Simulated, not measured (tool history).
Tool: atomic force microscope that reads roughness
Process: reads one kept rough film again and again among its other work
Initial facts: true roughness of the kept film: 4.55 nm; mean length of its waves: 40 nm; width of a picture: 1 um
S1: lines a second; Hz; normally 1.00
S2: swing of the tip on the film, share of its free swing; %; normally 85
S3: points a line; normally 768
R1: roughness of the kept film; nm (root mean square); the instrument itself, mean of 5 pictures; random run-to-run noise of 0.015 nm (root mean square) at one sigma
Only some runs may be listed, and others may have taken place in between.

run,day,S1,S2,S3,R1
1,0.000,1.00,85,768,3.074
2,0.442,1.00,85,768,3.031
3,0.954,1.00,85,768,2.977
4,1.592,1.00,85,609,2.889
5,2.146,1.00,85,609,2.878
6,2.583,1.00,85,609,2.826
7,3.458,1.00,85,768,2.745
# day 3.975: new tip fitted
8,4.350,1.00,85,768,3.552
9,5.262,1.00,85,768,3.435
10,5.962,1.00,85,901,3.335
11,6.492,1.00,85,768,3.266
12,7.008,1.00,85,768,3.173
13,7.862,1.00,85,768,3.037
14,8.858,1.00,85,986,2.974
15,9.862,1.00,85,768,2.841
16,10.271,1.00,85,768,2.829
17,10.933,1.39,56,373,2.993
18,11.367,1.11,88,768,2.645
# day 11.496: height scale calibrated on a step standard
# day 12.017: new tip fitted
19,12.100,1.11,88,768,3.480
20,12.688,1.11,88,768,3.416
21,13.438,1.11,88,768,3.304
# day 13.967: height scale calibrated on a step standard, once more
22,13.967,0.64,62,768,3.677
23,14.488,1.00,85,796,3.284
24,14.979,1.00,87,394,3.176
25,15.508,0.62,85,768,3.303
26,16.508,0.62,85,768,3.176
27,17.092,0.62,85,768,3.125
28,17.888,0.72,78,646,3.067
29,18.579,2.44,81,299,2.546
30,19.058,2.44,81,299,2.505
31,19.796,2.44,81,299,2.410
# day 20.012: new tip fitted
32,20.762,0.83,72,721,3.776

Forecast each of these 3 alternatives for the next run:
A,21.238,1.00,58,768,?
B,21.238,0.60,80,542,?
C,21.238,3.06,85,768,?

run,R1
A,3.775
B,3.631
C,2.805
With no hidden state in the tool, these same runs would have given:
run,R1
A,3.994
B,3.842
C,2.968

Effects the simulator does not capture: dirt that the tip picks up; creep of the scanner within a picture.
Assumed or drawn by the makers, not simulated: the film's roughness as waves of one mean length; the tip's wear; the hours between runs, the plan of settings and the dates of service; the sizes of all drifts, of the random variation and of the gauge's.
